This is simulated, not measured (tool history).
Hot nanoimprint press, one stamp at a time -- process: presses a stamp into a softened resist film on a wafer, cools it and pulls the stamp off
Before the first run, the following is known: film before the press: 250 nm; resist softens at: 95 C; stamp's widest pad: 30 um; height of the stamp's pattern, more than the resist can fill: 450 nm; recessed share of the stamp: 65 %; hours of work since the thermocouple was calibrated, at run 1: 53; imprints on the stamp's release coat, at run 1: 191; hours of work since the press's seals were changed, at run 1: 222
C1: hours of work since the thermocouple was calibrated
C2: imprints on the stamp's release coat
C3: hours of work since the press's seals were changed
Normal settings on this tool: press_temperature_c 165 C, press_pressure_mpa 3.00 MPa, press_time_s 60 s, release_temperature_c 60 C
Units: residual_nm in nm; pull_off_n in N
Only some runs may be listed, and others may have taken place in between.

{"run": 1, "hour": 0.0, "press_temperature_c": 165, "press_pressure_mpa": 3.0, "press_time_s": 60, "release_temperature_c": 60, "C1": 53, "C2": 191, "C3": 222, "residual_nm": 96.5, "pull_off_n": 241}
{"run": 2, "hour": 78.4, "press_temperature_c": 165, "press_pressure_mpa": 1.96, "press_time_s": 60, "release_temperature_c": 60, "C1": 84, "C2": 306, "C3": 253, "residual_nm": 121.0, "pull_off_n": 260}
{"run": 3, "hour": 169.4, "press_temperature_c": 165, "press_pressure_mpa": 1.96, "press_time_s": 60, "release_temperature_c": 60, "C1": 120, "C2": 438, "C3": 290, "residual_nm": 119.8, "pull_off_n": 272}
{"run": 4, "hour": 218.3, "press_temperature_c": 165, "press_pressure_mpa": 3.0, "press_time_s": 44, "release_temperature_c": 60, "C1": 140, "C2": 510, "C3": 309, "residual_nm": 109.4, "pull_off_n": 269}
{"run": 5, "hour": 315.2, "press_temperature_c": 165, "press_pressure_mpa": 3.0, "press_time_s": 60, "release_temperature_c": 60, "C1": 179, "C2": 651, "C3": 348, "residual_nm": 101.0, "pull_off_n": 283}
{"run": 6, "hour": 380.4, "press_temperature_c": 165, "press_pressure_mpa": 2.08, "press_time_s": 60, "release_temperature_c": 60, "C1": 205, "C2": 746, "C3": 374, "residual_nm": 119.5, "pull_off_n": 290}
{"run": 7, "hour": 442.4, "press_temperature_c": 165, "press_pressure_mpa": 2.08, "press_time_s": 60, "release_temperature_c": 60, "C1": 230, "C2": 836, "C3": 399, "residual_nm": 120.2, "pull_off_n": 283}
{"run": 8, "hour": 483.7, "press_temperature_c": 165, "press_pressure_mpa": 2.08, "press_time_s": 60, "release_temperature_c": 60, "C1": 246, "C2": 896, "C3": 415, "residual_nm": 119.2, "pull_off_n": 295}
{"run": 9, "hour": 575.9, "press_temperature_c": 165, "press_pressure_mpa": 3.0, "press_time_s": 60, "release_temperature_c": 60, "C1": 283, "C2": 1031, "C3": 452, "residual_nm": 100.7, "pull_off_n": 299}
{"run": 10, "hour": 660.5, "press_temperature_c": 165, "press_pressure_mpa": 3.0, "press_time_s": 81, "release_temperature_c": 60, "C1": 317, "C2": 1154, "C3": 486, "residual_nm": 90.6, "pull_off_n": 322}
{"run": 11, "hour": 750.5, "press_temperature_c": 165, "press_pressure_mpa": 1.97, "press_time_s": 60, "release_temperature_c": 60, "C1": 353, "C2": 1285, "C3": 522, "residual_nm": 124.5, "pull_off_n": 324}
{"hour": 792.1, "done": "stamp cleaned and given a new release coat"}
{"run": 12, "hour": 818.0, "press_temperature_c": 165, "press_pressure_mpa": 2.06, "press_time_s": 60, "release_temperature_c": 60, "C1": 378, "C2": 38, "C3": 547, "residual_nm": 122.5, "pull_off_n": 249}
{"run": 13, "hour": 918.6, "press_temperature_c": 165, "press_pressure_mpa": 2.06, "press_time_s": 60, "release_temperature_c": 56, "C1": 418, "C2": 184, "C3": 587, "residual_nm": 123.7, "pull_off_n": 261}
{"run": 14, "hour": 991.3, "press_temperature_c": 165, "press_pressure_mpa": 2.06, "press_time_s": 60, "release_temperature_c": 56, "C1": 447, "C2": 290, "C3": 616, "residual_nm": 124.2, "pull_off_n": 280}
{"run": 15, "hour": 1085.7, "press_temperature_c": 165, "press_pressure_mpa": 2.06, "press_time_s": 60, "release_temperature_c": 56, "C1": 485, "C2": 428, "C3": 654, "residual_nm": 124.6, "pull_off_n": 288}
{"run": 16, "hour": 1139.2, "press_temperature_c": 173, "press_pressure_mpa": 4.53, "press_time_s": 60, "release_temperature_c": 60, "C1": 506, "C2": 506, "C3": 675, "residual_nm": 54.7, "pull_off_n": 264}
{"run": 17, "hour": 1192.9, "press_temperature_c": 173, "press_pressure_mpa": 4.53, "press_time_s": 60, "release_temperature_c": 60, "C1": 527, "C2": 584, "C3": 697, "residual_nm": 55.8, "pull_off_n": 280}
{"run": 18, "hour": 1270.5, "press_temperature_c": 165, "press_pressure_mpa": 3.0, "press_time_s": 47, "release_temperature_c": 60, "C1": 559, "C2": 697, "C3": 728, "residual_nm": 116.8, "pull_off_n": 283}
{"hour": 1279.5, "done": "plate thermocouple calibrated"}
{"run": 19, "hour": 1345.6, "press_temperature_c": 165, "press_pressure_mpa": 3.0, "press_time_s": 47, "release_temperature_c": 60, "C1": 26, "C2": 802, "C3": 757, "residual_nm": 109.2, "pull_off_n": 293}
{"run": 20, "hour": 1411.2, "press_temperature_c": 165, "press_pressure_mpa": 3.0, "press_time_s": 47, "release_temperature_c": 60, "C1": 53, "C2": 897, "C3": 783, "residual_nm": 110.3, "pull_off_n": 284}
{"run": 21, "hour": 1490.5, "press_temperature_c": 165, "press_pressure_mpa": 3.0, "press_time_s": 47, "release_temperature_c": 60, "C1": 84, "C2": 1013, "C3": 815, "residual_nm": 110.6, "pull_off_n": 304}
{"run": 22, "hour": 1568.1, "press_temperature_c": 159, "press_pressure_mpa": 3.0, "press_time_s": 117, "release_temperature_c": 58, "C1": 115, "C2": 1126, "C3": 846, "residual_nm": 109.9, "pull_off_n": 317}

Run 23 comes next. What will it give?
{"run": 23, "hour": 1628.2, "press_temperature_c": 159, "press_pressure_mpa": 3.0, "press_time_s": 117, "release_temperature_c": 58, "C1": 140, "C2": 1214, "C3": 870, "residual_nm": "?", "pull_off_n": "?"}

Run 23 came out at residual_nm 112.0 nm, pull_off_n 332 N.
Had the tool carried no hidden state, the very same run would have given residual_nm 105.1 nm, pull_off_n 245 N.
